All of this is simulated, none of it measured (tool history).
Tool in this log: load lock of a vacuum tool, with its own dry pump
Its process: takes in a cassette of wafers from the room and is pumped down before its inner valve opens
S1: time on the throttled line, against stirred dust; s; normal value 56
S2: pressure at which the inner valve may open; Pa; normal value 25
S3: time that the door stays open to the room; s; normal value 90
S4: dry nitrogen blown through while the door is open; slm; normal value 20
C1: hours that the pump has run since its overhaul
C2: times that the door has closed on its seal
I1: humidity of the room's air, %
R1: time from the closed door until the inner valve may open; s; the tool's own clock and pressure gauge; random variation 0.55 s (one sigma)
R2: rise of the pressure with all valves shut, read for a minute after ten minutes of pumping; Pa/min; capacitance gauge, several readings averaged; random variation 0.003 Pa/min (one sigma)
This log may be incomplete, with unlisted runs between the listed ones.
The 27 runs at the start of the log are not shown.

| run | hour | S1 | S2 | S3 | S4 | C1 | C2 | I1 | R1 | R2 |
|---|---|---|---|---|---|---|---|---|---|---|
| 28 | 11737.5 | 56 | 47 | 87 | 20 | 14088 | 1230 | 45.1 | 80.7 | 0.025 |
| 29 | 12038.3 | 108 | 22 | 117 | 6 | 14388 | 2386 | 48.7 | 127.6 | 0.051 |
| 30 | 12325.2 | 108 | 22 | 117 | 6 | 14675 | 3489 | 46.3 | 126.3 | 0.042 |
| 31 | 12660.6 | 108 | 22 | 117 | 6 | 15011 | 4777 | 44.9 | 128.1 | 0.040 |
| 32 | 12939.2 | 108 | 22 | 117 | 6 | 15289 | 5848 | 41.8 | 125.7 | 0.042 |
| 33 | 13275.9 | 81 | 22 | 117 | 5 | 15626 | 7142 | 43.7 | 104.7 | 0.050 |
| 34 | 13647.6 | 81 | 22 | 117 | 5 | 15998 | 8571 | 47.7 | 104.9 | 0.049 |
| 35 | 14037.5 | 81 | 22 | 117 | 5 | 16388 | 10069 | 45.8 | 105.1 | 0.046 |
| 36 | 14380.5 | 87 | 22 | 117 | 5 | 16731 | 11387 | 48.2 | 109.7 | 0.056 |

What if the next run were any one of these 3? Each begins from the tool's condition after run 36:
| A | 14840.3 | 56 | 25 | 34 | 38 | 17190 | 13154 | 45.3 | ? | ? |
| B | 14840.3 | 40 | 22 | 117 | 8 | 17190 | 13154 | 45.6 | ? | ? |
| C | 14840.3 | 87 | 21 | 113 | 5 | 17190 | 13154 | 43.9 | ? | ? |

| run | R1 | R2 |
|---|---|---|
| A | 83.7 | 0.013 |
| B | 71.9 | 0.044 |
| C | 111.2 | 0.048 |
Stripped of hidden state, with their random variation kept, the same runs would have yielded:
| run | R1 | R2 |
|---|---|---|
| A | 83.7 | 0.012 |
| B | 71.8 | 0.043 |
| C | 111.1 | 0.047 |

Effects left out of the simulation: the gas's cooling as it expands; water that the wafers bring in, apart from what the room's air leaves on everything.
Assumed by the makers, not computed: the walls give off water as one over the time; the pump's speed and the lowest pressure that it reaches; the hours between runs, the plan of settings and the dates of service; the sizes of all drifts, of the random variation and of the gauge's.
